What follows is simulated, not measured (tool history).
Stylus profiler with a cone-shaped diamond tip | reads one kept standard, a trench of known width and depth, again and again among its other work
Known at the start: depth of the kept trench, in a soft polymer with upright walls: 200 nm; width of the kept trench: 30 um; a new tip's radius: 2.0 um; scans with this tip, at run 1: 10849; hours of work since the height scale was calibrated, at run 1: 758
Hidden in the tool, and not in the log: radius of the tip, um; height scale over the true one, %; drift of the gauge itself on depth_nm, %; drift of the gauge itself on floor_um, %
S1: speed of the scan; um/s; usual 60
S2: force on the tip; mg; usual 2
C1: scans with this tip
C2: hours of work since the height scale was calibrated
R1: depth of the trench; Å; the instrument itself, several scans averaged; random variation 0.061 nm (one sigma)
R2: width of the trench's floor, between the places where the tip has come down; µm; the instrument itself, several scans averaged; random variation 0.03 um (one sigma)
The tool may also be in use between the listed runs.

run,day,S1,S2,C1,C2,R1,R2
1,0,60,2,10849,758,2018.8,27.23
2,1.046,60,4.86,11007,770,2038.2,27.25
3,2.288,60,4.86,11196,783,2038.9,27.29
4,3.225,60,2.45,11338,793,2021.7,27.29
5,4.142,60,5.26,11477,802,2041.4,27.21
6,5.333,55,5.26,11658,815,2041.1,27.25
7,6.117,60,1.01,11777,823,2009.6,27.13
8,7.179,60,1.67,11938,835,2015.2,27.12
9,8.038,16,2,12069,844,2018,27.28
# day 8.371: new tip fitted, height scale calibrated
10,9.096,16,2,110,8,2025.9,28.22
11,10.225,16,2,281,20,2025.7,28.2
12,11.058,16,2,407,29,2026,28.19
13,12.321,16,2,599,42,2025.8,28.16
14,13.525,16,2,782,55,2026.2,28.16
15,14.842,60,1.55,981,69,2023,28.04
16,15.742,60,1.55,1118,78,2021.1,28.03
17,16.346,45,3.37,1210,85,2036.5,28.11
18,17.117,66,1.66,1327,93,2022.5,27.94
19,17.667,66,1.66,1410,99,2022.1,27.99
20,18.608,28,1.06,1553,109,2016.1,28.09
21,19.408,74,2.91,1674,117,2032.1,28
# day 19.55: height scale calibrated on a step standard
22,20.212,88,2,1793,7,2025.5,27.85
23,21.329,204,2,1963,19,2025.3,27.63
24,22.571,200,3.54,2151,32,2036.5,27.69
25,23.842,200,3.54,2344,46,2036.9,27.78
26,24.642,98,1,2466,54,2015.5,27.76
27,25.896,17,1,2656,67,2015.5,27.97
# day 26.692: height scale calibrated on a step standard, once more
28,26.921,17,1,2808,2,2015.6,27.99
29,27.846,224,0.82,2949,12,2012.2,27.17
30,28.8,36,0.82,3093,22,2013.7,27.79

Run 31 comes next. What will it give?
31,29.371,184,3.07,3180,28,?,?

Run 31 gave R1 2031.6 Å, R2 27.6 µm.
Without the tool's hidden state the same run would have given R1 2032.3 Å, R2 27.87 µm.
